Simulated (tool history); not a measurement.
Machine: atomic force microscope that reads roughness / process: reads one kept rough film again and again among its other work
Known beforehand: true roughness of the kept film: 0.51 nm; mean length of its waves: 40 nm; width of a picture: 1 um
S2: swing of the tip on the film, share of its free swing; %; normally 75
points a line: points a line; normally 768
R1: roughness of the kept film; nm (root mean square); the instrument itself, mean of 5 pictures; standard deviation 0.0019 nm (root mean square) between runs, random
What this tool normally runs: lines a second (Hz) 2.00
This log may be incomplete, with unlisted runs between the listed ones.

Run 1, hour 0.0: usual settings. Result: R1 0.454 nm (root mean square).
Run 2, hour 8.0: usual settings. Result: R1 0.449 nm (root mean square).
Run 3, hour 12.1: usual settings but lines a second (Hz) 1.51. Result: R1 0.462 nm (root mean square).
Run 4, hour 16.8: usual settings but S2 82 %. Result: R1 0.434 nm (root mean square).
Run 5, hour 26.1: usual settings. Result: R1 0.453 nm (root mean square).
Run 6, hour 30.6: usual settings. Result: R1 0.448 nm (root mean square).
Run 7, hour 35.4: usual settings. Result: R1 0.449 nm (root mean square).
Run 8, hour 41.9: usual settings. Result: R1 0.447 nm (root mean square).
Run 9, hour 47.5: usual settings but S2 77 %. Result: R1 0.441 nm (root mean square).
Run 10, hour 51.9: usual settings but S2 77 %. Result: R1 0.437 nm (root mean square).
Run 11, hour 59.4: usual settings but lines a second (Hz) 1.92, S2 76 %. Result: R1 0.441 nm (root mean square).
Run 12, hour 66.9: usual settings but lines a second (Hz) 1.47, S2 76 %. Result: R1 0.450 nm (root mean square).
Run 13, hour 71.0: usual settings but lines a second (Hz) 1.47, S2 76 %. Result: R1 0.453 nm (root mean square).
Run 14, hour 75.7: usual settings but lines a second (Hz) 1.47, S2 76 %. Result: R1 0.452 nm (root mean square).
Run 15, hour 81.1: usual settings but lines a second (Hz) 1.47, S2 76 %. Result: R1 0.452 nm (root mean square).
Run 16, hour 89.8: usual settings but lines a second (Hz) 1.47, S2 76 %. Result: R1 0.450 nm (root mean square).
Run 17, hour 98.1: usual settings but lines a second (Hz) 1.47, S2 76 %. Result: R1 0.450 nm (root mean square).

Each row is a separate what-if for the run after 17, all from the same tool condition, not one after another. Results?
Run A, hour 106.0: usual settings but lines a second (Hz) 0.93, S2 85 %, points a line 501. Result: R1 ?.
Run B, hour 106.0: usual settings but S2 78 %. Result: R1 ?.
Run C, hour 106.0: usual settings but S2 84 %, points a line 476. Result: R1 ?.
Run D, hour 106.0: usual settings but lines a second (Hz) 1.47, S2 56 %. Result: R1 ?.

run     R1
  A  0.445
  B  0.429
  C  0.419
  D  0.474
Without the tool's unlogged condition, the same runs would have read:
run     R1
  A  0.462
  B  0.446
  C  0.435
  D  0.492

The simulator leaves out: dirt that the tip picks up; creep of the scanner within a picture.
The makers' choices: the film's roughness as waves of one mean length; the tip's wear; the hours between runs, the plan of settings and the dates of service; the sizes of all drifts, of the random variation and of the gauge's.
